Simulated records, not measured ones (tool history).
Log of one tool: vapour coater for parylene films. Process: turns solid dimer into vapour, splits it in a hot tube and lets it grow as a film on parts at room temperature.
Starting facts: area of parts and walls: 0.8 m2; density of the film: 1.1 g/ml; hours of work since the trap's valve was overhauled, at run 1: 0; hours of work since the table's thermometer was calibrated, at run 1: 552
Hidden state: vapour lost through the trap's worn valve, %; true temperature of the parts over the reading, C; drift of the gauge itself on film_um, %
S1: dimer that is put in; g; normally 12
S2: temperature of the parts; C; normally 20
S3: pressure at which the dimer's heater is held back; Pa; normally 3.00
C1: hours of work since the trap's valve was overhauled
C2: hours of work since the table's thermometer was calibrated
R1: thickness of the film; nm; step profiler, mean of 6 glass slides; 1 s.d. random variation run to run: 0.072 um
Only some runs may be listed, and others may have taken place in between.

{"run": 1, "day": 0.0, "S1": 12, "S2": 20, "S3": 3.0, "C1": 0, "C2": 552, "R1": 8630}
{"run": 2, "day": 1.567, "S1": 12, "S2": 20, "S3": 3.0, "C1": 16, "C2": 568, "R1": 8660}
{"run": 3, "day": 2.592, "S1": 12, "S2": 20, "S3": 3.0, "C1": 26, "C2": 578, "R1": 8560}
{"run": 4, "day": 4.508, "S1": 12, "S2": 20, "S3": 3.0, "C1": 45, "C2": 597, "R1": 8530}
{"run": 5, "day": 5.583, "S1": 12, "S2": 20, "S3": 3.0, "C1": 56, "C2": 608, "R1": 8550}
{"run": 6, "day": 7.333, "S1": 12, "S2": 20, "S3": 3.0, "C1": 73, "C2": 625, "R1": 8460}
{"run": 7, "day": 8.458, "S1": 12, "S2": 20, "S3": 3.0, "C1": 84, "C2": 636, "R1": 8500}
{"run": 8, "day": 10.171, "S1": 12, "S2": 20, "S3": 3.0, "C1": 101, "C2": 653, "R1": 8510}
{"run": 9, "day": 11.712, "S1": 12, "S2": 26, "S3": 3.0, "C1": 117, "C2": 669, "R1": 7660}
{"run": 10, "day": 12.492, "S1": 8, "S2": 26, "S3": 3.0, "C1": 125, "C2": 677, "R1": 5110}
{"run": 11, "day": 14.408, "S1": 8, "S2": 26, "S3": 3.0, "C1": 144, "C2": 696, "R1": 5000}
{"day": 14.742, "done": "trap's valve overhauled"}
{"run": 12, "day": 15.4, "S1": 8, "S2": 26, "S3": 3.0, "C1": 7, "C2": 704, "R1": 5000}
{"run": 13, "day": 17.283, "S1": 8, "S2": 26, "S3": 3.0, "C1": 25, "C2": 723, "R1": 4930}
{"run": 14, "day": 19.05, "S1": 8, "S2": 26, "S3": 3.0, "C1": 43, "C2": 740, "R1": 5050}
{"run": 15, "day": 20.9, "S1": 8, "S2": 26, "S3": 3.0, "C1": 61, "C2": 759, "R1": 4980}
{"run": 16, "day": 21.896, "S1": 12, "S2": 18, "S3": 4.17, "C1": 71, "C2": 769, "R1": 8090}
{"day": 22.783, "done": "trap's valve overhauled, once more"}
{"run": 17, "day": 23.067, "S1": 12, "S2": 18, "S3": 4.17, "C1": 3, "C2": 779, "R1": 8520}
{"run": 18, "day": 24.808, "S1": 12, "S2": 28, "S3": 3.09, "C1": 20, "C2": 796, "R1": 7470}
{"run": 19, "day": 26.004, "S1": 12, "S2": 28, "S3": 3.09, "C1": 32, "C2": 808, "R1": 7510}
{"run": 20, "day": 27.192, "S1": 20, "S2": 13, "S3": 3.0, "C1": 44, "C2": 820, "R1": 16010}
{"run": 21, "day": 28.917, "S1": 12, "S2": 16, "S3": 7.42, "C1": 61, "C2": 837, "R1": 7970}
{"run": 22, "day": 30.767, "S1": 7, "S2": 20, "S3": 3.0, "C1": 80, "C2": 856, "R1": 4910}
{"run": 23, "day": 31.992, "S1": 7, "S2": 20, "S3": 3.0, "C1": 92, "C2": 868, "R1": 4950}
{"run": 24, "day": 32.971, "S1": 10, "S2": 20, "S3": 5.51, "C1": 102, "C2": 878, "R1": 6430}
{"run": 25, "day": 34.117, "S1": 10, "S2": 18, "S3": 5.51, "C1": 113, "C2": 889, "R1": 6700}
{"run": 26, "day": 35.588, "S1": 10, "S2": 18, "S3": 5.51, "C1": 128, "C2": 904, "R1": 6640}
{"run": 27, "day": 36.988, "S1": 12, "S2": 20, "S3": 5.0, "C1": 142, "C2": 918, "R1": 7840}

Branching from run 27: 3 alternative next runs. What would each branch give?
{"run": "A", "day": 38.829, "S1": 12, "S2": 20, "S3": 7.25, "C1": 160, "C2": 936, "R1": "?"}
{"run": "B", "day": 38.829, "S1": 11, "S2": 27, "S3": 5.0, "C1": 160, "C2": 936, "R1": "?"}
{"run": "C", "day": 38.829, "S1": 10, "S2": 12, "S3": 5.14, "C1": 160, "C2": 936, "R1": "?"}

run=A R1=7420
run=B R1=6310
run=C R1=7380
Stripped of hidden state, with their random variation kept, the same runs would have yielded:
run=A R1=7620
run=B R1=6490
run=C R1=7590
